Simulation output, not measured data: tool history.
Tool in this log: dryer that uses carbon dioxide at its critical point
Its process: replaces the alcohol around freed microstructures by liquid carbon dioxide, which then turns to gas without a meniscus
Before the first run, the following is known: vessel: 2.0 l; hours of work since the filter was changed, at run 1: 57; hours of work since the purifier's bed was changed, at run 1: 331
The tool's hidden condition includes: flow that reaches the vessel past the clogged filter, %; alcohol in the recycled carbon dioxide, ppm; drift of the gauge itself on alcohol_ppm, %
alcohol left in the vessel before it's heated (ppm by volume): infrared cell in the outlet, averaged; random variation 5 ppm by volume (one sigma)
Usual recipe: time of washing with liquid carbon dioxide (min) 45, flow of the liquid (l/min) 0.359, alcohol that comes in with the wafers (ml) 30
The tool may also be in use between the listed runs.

run	day	time of washing with liquid carbon dioxide (min)	flow of the liquid (l/min)	alcohol that comes in with the wafers (ml)	hours of work since the filter was changed	hours of work since the purifier's bed was changed	alcohol left in the vessel before it's heated (ppm by volume)
1	0.000	45	0.359	30	57	331	86
2	1.508	45	0.359	30	75	349	87
3	3.775	45	0.294	30	102	375	145
4	5.729	45	0.359	30	126	399	101
5	7.083	45	0.359	30	142	415	106
6	9.267	45	0.359	30	168	441	114
7	10.600	45	0.359	56	183	457	139
8	12.550	45	0.359	56	207	480	152
9	14.525	45	0.359	56	230	503	158
# day 15.308: inlet filter changed
10	17.371	45	0.359	30	25	537	118
11	19.950	45	0.359	30	55	567	113
12	21.688	45	0.359	30	76	588	126
13	24.321	45	0.315	30	107	619	154
14	27.158	45	0.350	30	141	653	145
15	30.017	45	0.350	27	175	687	138
16	32.117	45	0.350	27	200	712	154
17	33.450	45	0.350	27	216	728	147
18	35.071	45	0.350	27	235	747	174
# day 35.596: inlet filter changed
19	37.658	45	0.350	27	25	777	143
20	39.192	49	0.395	29	43	795	140
21	41.650	49	0.441	83	72	825	138
22	43.946	37	0.441	82	99	852	195
23	45.571	45	0.244	30	119	871	344
24	47.938	36	0.576	30	147	899	145
25	49.604	59	0.479	73	166	919	146
26	51.717	45	0.226	34	192	944	517
27	53.583	45	0.235	26	214	966	406
# day 55.725: inlet filter changed
28	56.279	45	0.359	69	7	998	198
# day 58.950: purifier's bed changed
29	59.292	45	0.359	69	41	4	70
30	61.758	41	0.525	90	70	33	22
31	63.204	43	0.359	68	87	51	95
32	65.183	50	0.495	30	111	74	20
33	67.525	50	0.495	30	139	102	20
34	68.783	50	0.509	89	154	117	17
35	70.300	50	0.509	89	172	135	30

Table of differences, measured result less the result of that run with no hidden state. Run-to-run variation is the same in both. Gauge scatter possibly is not:
run	alcohol left in the vessel before it's heated (ppm by volume)
1	+54
2	+60
3	+76
4	+72
5	+75
6	+83
7	+98
8	+108
9	+109
10	+84
11	+91
12	+95
13	+107
14	+113
15	+117
16	+127
17	+126
18	+138
19	+121
20	+120
21	+125
22	+145
23	+178
24	+136
25	+139
26	+258
27	+237
28	+153
29	+9
30	+8
31	+29
32	+12
33	+17
34	+17
35	+22
